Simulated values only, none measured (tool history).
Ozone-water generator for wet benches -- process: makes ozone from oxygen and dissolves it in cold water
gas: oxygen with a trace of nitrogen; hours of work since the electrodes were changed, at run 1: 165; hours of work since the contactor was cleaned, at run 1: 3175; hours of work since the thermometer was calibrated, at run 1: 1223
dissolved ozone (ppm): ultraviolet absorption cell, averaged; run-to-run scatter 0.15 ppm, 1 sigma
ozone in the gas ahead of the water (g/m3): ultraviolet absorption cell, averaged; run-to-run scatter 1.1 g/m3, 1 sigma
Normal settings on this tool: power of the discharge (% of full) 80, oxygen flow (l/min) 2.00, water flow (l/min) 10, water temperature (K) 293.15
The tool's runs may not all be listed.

run	hour	power of the discharge (% of full)	oxygen flow (l/min)	water flow (l/min)	water temperature (K)	hours of work since the electrodes were changed	hours of work since the contactor was cleaned	hours of work since the thermometer was calibrated	dissolved ozone (ppm)	ozone in the gas ahead of the water (g/m3)
1	0.0	80	2.00	10	293.15	165	3175	1223	18.1	201.1
2	85.1	80	2.00	10	293.15	245	3254	1302	18.1	202.0
3	182.9	80	2.00	10	293.15	336	3346	1394	18.1	203.8
4	317.0	80	2.00	10	293.15	461	3471	1519	17.7	199.5
5	410.0	80	2.00	10	293.15	548	3558	1605	17.5	201.1
6	490.7	80	2.00	10	293.15	623	3633	1681	17.4	199.7
7	561.7	80	2.00	12	293.15	690	3699	1747	14.9	198.9
8	621.3	80	2.00	12	293.15	745	3755	1803	15.2	199.0
9	759.0	80	1.09	14	293.15	874	3883	1931	12.4	300.8
10	841.9	80	1.09	14	293.15	951	3961	2009	12.2	300.7
11	934.5	80	1.09	14	293.15	1038	4047	2095	12.4	298.9
12	1032.8	41	1.28	8	299.15	1129	4139	2187	12.0	162.4
13	1170.0	93	1.28	7	299.15	1257	4267	2315	25.4	295.4

Run 14 has not been measured yet. What should we expect?
14	1241.9	93	1.99	7	299.15	1325	4334	2382	?	?

Logged for run 14: dissolved ozone (ppm) 22.6, ozone in the gas ahead of the water (g/m3) 220.2.
Without the tool's hidden state the same run would have given dissolved ozone (ppm) 25.4, ozone in the gas ahead of the water (g/m3) 230.2.
